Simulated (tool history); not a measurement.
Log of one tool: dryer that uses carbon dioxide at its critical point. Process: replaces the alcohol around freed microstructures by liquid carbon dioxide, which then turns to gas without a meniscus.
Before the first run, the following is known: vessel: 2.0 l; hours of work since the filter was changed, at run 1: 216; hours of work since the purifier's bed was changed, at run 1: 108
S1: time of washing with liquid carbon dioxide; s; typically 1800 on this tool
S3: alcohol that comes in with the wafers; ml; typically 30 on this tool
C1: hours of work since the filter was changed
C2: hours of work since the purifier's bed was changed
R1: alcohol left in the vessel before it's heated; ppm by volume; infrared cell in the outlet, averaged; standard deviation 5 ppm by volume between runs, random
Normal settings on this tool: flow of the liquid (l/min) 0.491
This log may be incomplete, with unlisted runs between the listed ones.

run 1 hour=0 | S1=1800 flow_of_the_liquid_(l/min)=0.491 S3=30 | C1=216 C2=108 | R1=76
run 2 hour=23.9 | S1=1800 flow_of_the_liquid_(l/min)=0.491 S3=30 | C1=232 C2=125 | R1=93
run 3 hour=49.7 | S1=1800 flow_of_the_liquid_(l/min)=0.491 S3=30 | C1=250 C2=143 | R1=92
run 4 hour=73.2 | S1=1800 flow_of_the_liquid_(l/min)=0.491 S3=30 | C1=266 C2=159 | R1=91
run 5 hour=92.1 | S1=1800 flow_of_the_liquid_(l/min)=0.659 S3=30 | C1=280 C2=172 | R1=43
-- hour=99.4 inlet filter changed
run 6 hour=105.6 | S1=1800 flow_of_the_liquid_(l/min)=0.659 S3=30 | C1=4 C2=181 | R1=46
run 7 hour=133 | S1=1800 flow_of_the_liquid_(l/min)=0.659 S3=30 | C1=23 C2=200 | R1=43
run 8 hour=158.9 | S1=1800 flow_of_the_liquid_(l/min)=0.491 S3=30 | C1=41 C2=218 | R1=79
run 9 hour=170.8 | S1=1800 flow_of_the_liquid_(l/min)=0.594 S3=30 | C1=50 C2=226 | R1=62
run 10 hour=196.8 | S1=1800 flow_of_the_liquid_(l/min)=0.594 S3=30 | C1=68 C2=244 | R1=60
run 11 hour=223.3 | S1=1980 flow_of_the_liquid_(l/min)=0.431 S3=44 | C1=86 C2=263 | R1=122
run 12 hour=242.9 | S1=1980 flow_of_the_liquid_(l/min)=0.431 S3=44 | C1=100 C2=276 | R1=128
run 13 hour=256 | S1=1980 flow_of_the_liquid_(l/min)=0.431 S3=44 | C1=109 C2=285 | R1=134
run 14 hour=283.6 | S1=1800 flow_of_the_liquid_(l/min)=0.491 S3=33 | C1=128 C2=305 | R1=122
run 15 hour=307.6 | S1=1800 flow_of_the_liquid_(l/min)=0.491 S3=33 | C1=144 C2=321 | R1=124

Entry by entry between the runs, the difference in hidden state between the last listed run before and the first listed run after:
After run 5, before run 6: inlet filter changed (hour 99.4)
  flow that reaches the vessel past the clogged filter, %: 87.1 -> 99.2; alcohol in the recycled carbon dioxide, ppm: 39.7 -> 41.6
  measured less the result without the state, R1: +40 -> +37 ppm by volume
